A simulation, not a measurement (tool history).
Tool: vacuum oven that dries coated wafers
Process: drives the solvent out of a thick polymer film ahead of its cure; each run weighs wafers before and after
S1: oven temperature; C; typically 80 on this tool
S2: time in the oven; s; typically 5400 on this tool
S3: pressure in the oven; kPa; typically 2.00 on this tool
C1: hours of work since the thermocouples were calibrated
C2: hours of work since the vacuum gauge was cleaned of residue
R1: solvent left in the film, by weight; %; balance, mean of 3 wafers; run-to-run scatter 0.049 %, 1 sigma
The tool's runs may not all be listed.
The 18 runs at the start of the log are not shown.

| run | hour | S1 | S2 | S3 | C1 | C2 | R1 |
|---|---|---|---|---|---|---|---|
| 19 | 1526.2 | 80 | 3480 | 3.70 | 400 | 2137 | 5.55 |
|  | 1604.6 | oven's thermocouples calibrated, once more |
| 20 | 1607.2 | 80 | 3480 | 1.03 | 2 | 2194 | 5.60 |
| 21 | 1672.1 | 71 | 7740 | 4.21 | 49 | 2241 | 6.63 |
| 22 | 1759.8 | 88 | 3420 | 4.41 | 112 | 2304 | 3.23 |
| 23 | 1810.9 | 95 | 8400 | 4.08 | 149 | 2341 | 1.11 |
| 24 | 1904.7 | 93 | 4980 | 4.08 | 217 | 2409 | 1.39 |
| 25 | 2023.3 | 73 | 4920 | 1.52 | 302 | 2495 | 6.92 |
| 26 | 2122.1 | 80 | 7980 | 1.25 | 374 | 2566 | 1.56 |
| 27 | 2243.4 | 80 | 7980 | 1.25 | 461 | 2654 | 1.50 |
| 28 | 2313.9 | 80 | 7980 | 1.25 | 512 | 2705 | 1.68 |
| 29 | 2386.5 | 80 | 3480 | 5.41 | 565 | 2757 | 6.89 |
| 30 | 2500.8 | 92 | 6360 | 2.00 | 647 | 2840 | 0.75 |
| 31 | 2615.3 | 84 | 3900 | 2.00 | 730 | 2922 | 3.13 |
| 32 | 2697.8 | 84 | 3900 | 2.00 | 790 | 2982 | 3.21 |
| 33 | 2782.7 | 84 | 3900 | 2.00 | 851 | 3043 | 3.18 |
| 34 | 2858.7 | 67 | 5160 | 2.00 | 906 | 3098 | 9.95 |
| 35 | 2963.6 | 91 | 5160 | 1.89 | 982 | 3174 | 0.95 |
| 36 | 3045.0 | 69 | 8280 | 1.96 | 1040 | 3233 | 5.78 |
|  | 3072.1 | vacuum gauge cleaned of residue and calibrated |
| 37 | 3116.6 | 94 | 5400 | 3.23 | 1091 | 32 | 0.77 |
| 38 | 3177.1 | 94 | 2940 | 3.23 | 1135 | 76 | 1.34 |
| 39 | 3225.8 | 88 | 5280 | 3.23 | 1170 | 111 | 1.27 |

Predict each of these 3 candidate next runs independently; none follows another, all start after run 39:
|  | 3287.7 | oven's thermocouples calibrated |
| A | 3297.0 | 74 | 7140 | 2.80 | 7 | 161 | ? |
|  | 3287.7 | oven's thermocouples calibrated |
| B | 3297.0 | 80 | 2700 | 2.00 | 7 | 161 | ? |
|  | 3287.7 | oven's thermocouples calibrated |
| C | 3297.0 | 88 | 3720 | 4.60 | 7 | 161 | ? |

| run | R1 |
|---|---|
| A | 4.50 |
| B | 7.29 |
| C | 2.77 |
Without the tool's hidden state the same runs would have given:
| run | R1 |
|---|---|
| A | 4.31 |
| B | 7.09 |
| C | 2.64 |
